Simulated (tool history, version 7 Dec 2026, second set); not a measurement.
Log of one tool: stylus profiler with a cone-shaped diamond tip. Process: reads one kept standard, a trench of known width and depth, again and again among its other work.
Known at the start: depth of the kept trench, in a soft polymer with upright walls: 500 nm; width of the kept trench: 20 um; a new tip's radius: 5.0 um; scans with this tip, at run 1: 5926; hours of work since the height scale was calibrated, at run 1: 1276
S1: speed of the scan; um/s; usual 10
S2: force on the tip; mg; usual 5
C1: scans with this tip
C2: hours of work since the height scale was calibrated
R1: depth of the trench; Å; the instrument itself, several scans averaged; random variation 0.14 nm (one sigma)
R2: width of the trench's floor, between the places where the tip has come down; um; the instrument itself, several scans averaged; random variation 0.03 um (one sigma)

run 1 day=0 | S1=10 S2=5 | C1=5926 C2=1276 | R1=5148 R2=14.58
run 2 day=3.817 | S1=10 S2=5 | C1=6117 C2=1318 | R1=5147.9 R2=14.6
run 3 day=7.192 | S1=10 S2=1.81 | C1=6286 C2=1354 | R1=5093.1 R2=14.57
run 4 day=8.988 | S1=10 S2=2.9 | C1=6376 C2=1373 | R1=5113 R2=14.51
run 5 day=11.588 | S1=10 S2=2.9 | C1=6506 C2=1401 | R1=5114.5 R2=14.52
run 6 day=13.283 | S1=6 S2=5 | C1=6591 C2=1420 | R1=5152.9 R2=14.48
run 7 day=16.104 | S1=6 S2=5 | C1=6732 C2=1450 | R1=5153 R2=14.43
run 8 day=18.071 | S1=9 S2=12.18 | C1=6831 C2=1471 | R1=5248 R2=14.42
run 9 day=22.129 | S1=37 S2=5.12 | C1=7034 C2=1515 | R1=5154.4 R2=14.37
run 10 day=23.942 | S1=37 S2=9.07 | C1=7125 C2=1535 | R1=5213.2 R2=14.34
-- day=24.271 height scale calibrated on a step standard
run 11 day=26.888 | S1=37 S2=9.07 | C1=7271 C2=28 | R1=5225.6 R2=14.34
run 12 day=30.554 | S1=19 S2=6.26 | C1=7455 C2=68 | R1=5189.1 R2=14.35
run 13 day=33.146 | S1=34 S2=5.07 | C1=7585 C2=96 | R1=5168.8 R2=14.28
-- day=34.862 height scale calibrated on a step standard, once more
run 14 day=35.217 | S1=23 S2=2.67 | C1=7687 C2=4 | R1=5080.3 R2=14.3

Forecast each of these 4 alternatives for the next run:
run A day=37.267 | S1=10 S2=1.88 | C1=7790 C2=26 | R1=? R2=?
run B day=37.267 | S1=8 S2=3.44 | C1=7790 C2=26 | R1=? R2=?
run C day=37.267 | S1=9 S2=13.2 | C1=7790 C2=26 | R1=? R2=?
run D day=37.267 | S1=2 S2=3.75 | C1=7790 C2=26 | R1=? R2=?

run=A R1=5062 R2=14.3
run=B R1=5092.7 R2=14.3
run=C R1=5229.7 R2=14.31
run=D R1=5097.2 R2=14.34
Without the tool's hidden state the same runs would have given:
run=A R1=5060.4 R2=15.61
run=B R1=5091.2 R2=15.61
run=C R1=5228.1 R2=15.62
run=D R1=5095.7 R2=15.65

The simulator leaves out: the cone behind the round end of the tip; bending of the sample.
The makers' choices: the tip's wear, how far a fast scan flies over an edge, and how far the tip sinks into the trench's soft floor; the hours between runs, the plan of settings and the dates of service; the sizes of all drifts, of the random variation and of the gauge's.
